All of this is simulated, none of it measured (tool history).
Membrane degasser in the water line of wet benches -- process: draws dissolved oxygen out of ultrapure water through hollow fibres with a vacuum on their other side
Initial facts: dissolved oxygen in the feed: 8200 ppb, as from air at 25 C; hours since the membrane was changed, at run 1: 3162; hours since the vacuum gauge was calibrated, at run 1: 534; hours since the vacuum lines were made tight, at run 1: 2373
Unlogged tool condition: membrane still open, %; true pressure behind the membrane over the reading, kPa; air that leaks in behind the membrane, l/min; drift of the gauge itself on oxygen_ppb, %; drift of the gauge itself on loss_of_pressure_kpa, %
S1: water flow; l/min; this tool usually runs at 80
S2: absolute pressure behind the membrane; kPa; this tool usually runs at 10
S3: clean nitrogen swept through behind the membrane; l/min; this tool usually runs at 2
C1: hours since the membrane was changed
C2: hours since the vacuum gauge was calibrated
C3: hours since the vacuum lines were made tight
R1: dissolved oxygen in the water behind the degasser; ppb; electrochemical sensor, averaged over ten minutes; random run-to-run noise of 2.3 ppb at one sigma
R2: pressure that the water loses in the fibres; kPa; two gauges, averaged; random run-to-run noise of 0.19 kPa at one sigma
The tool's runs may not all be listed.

run      day   S1    S2    S3    C1    C2    C3      R1     R2
  1        0   80    10     2  3162   534  2373   537.6  37.67
  2    9.217   80    10  1.59  3383   755  2594   638.4  37.83
  3   20.396   80    10  1.39  3651  1023  2863   694.6  38.07
  4   30.383  110    10     2  3891  1263  3102   697.6  51.46
  5   40.038   80    10     2  4123  1494  3334   534.6  37.47
  6   49.958   80    10     2  4361  1733  3572   537.1  37.95
  7   57.142   80    10     2  4533  1905  3745   539.9  37.43
  8   68.883   80    10     2  4815  2187  4026   541.7   37.6
  9   74.525   80    10     2  4950  2322  4162     540   37.9
 10   79.396   80    10     2  5067  2439  4279   531.6  37.94
 11   88.262   80    10     2  5280  2652  4492   539.8  37.57
 12   99.688   80    10     2  5554  2926  4766   538.8  38.01
 13  110.804   80    10     2  5821  3193  5033   536.9  37.82
 14  120.875   80    10     2  6063  3435  5274   539.3  37.57
 15  127.029   80    10     2  6211  3582  5422     542  37.59
 16  134.988   80    10     2  6402  3773  5613   539.9  37.76
 17  144.596   80    10     2  6632  4004  5844   539.1  38.06
 18  152.483   61  11.8  3.37  6822  4193  6033   346.3  28.54
 19  163.179  102  20.6  1.42  7078  4450  6290  1829.5  47.87
 20  168.071   63  21.8  1.42  7196  4567  6407  1405.5  29.56
 21  178.692   94  22.3     2  7451  4822  6662  1511.5  43.88
 22  183.862   94  22.3     2  7575  4946  6786  1511.6  44.24
 23    194.1   68   7.6  1.73  7820  5192  7032   351.1  32.12
 24  204.525   80  15.4  5.74  8071  5442  7282   403.5  37.63
 25  214.508   99  17.9  5.47  8310  5682  7521   599.2  46.35
 26    221.2   99  17.9  5.47  8471  5842  7682   598.9  46.93
 27  227.608   91   8.9     2  8625  5996  7836   512.9   42.9
 28  233.542   91   8.9     2  8767  6139  7978   517.7  42.72
 29  243.717   93    10   4.7  9011  6383  8222   324.3  43.86
     249.021  -- seals of the vacuum lines changed
 30  255.242  124  14.4   1.4  9286  6657   149  1466.3  58.29
     259.971  -- vacuum gauge calibrated
 31  260.233  124  14.4   1.4  9405     6   269  1472.6  58.35
 32   266.65   54    10  0.88  9559   160   423   712.2  25.19
 33  273.579   54    10  0.88  9725   327   589   715.7  25.41

What if the next run were any one of these 3? Each begins from the tool's condition after run 33:
  A  282.062  65  19.9  0.86  9929  530  792   ?   ?
  B  282.062  50    10  0.88  9929  530  792   ?   ?
  C  282.062  85  18.9  1.25  9929  530  792   ?   ?

run     R1     R2
  A   1812  30.82
  B  673.4  23.81
  C   1614  40.12
What these runs would have given with no unlogged condition in the tool:
run      R1     R2
  A  1811.9  30.79
  B   673.3  23.79
  C  1613.9  40.08

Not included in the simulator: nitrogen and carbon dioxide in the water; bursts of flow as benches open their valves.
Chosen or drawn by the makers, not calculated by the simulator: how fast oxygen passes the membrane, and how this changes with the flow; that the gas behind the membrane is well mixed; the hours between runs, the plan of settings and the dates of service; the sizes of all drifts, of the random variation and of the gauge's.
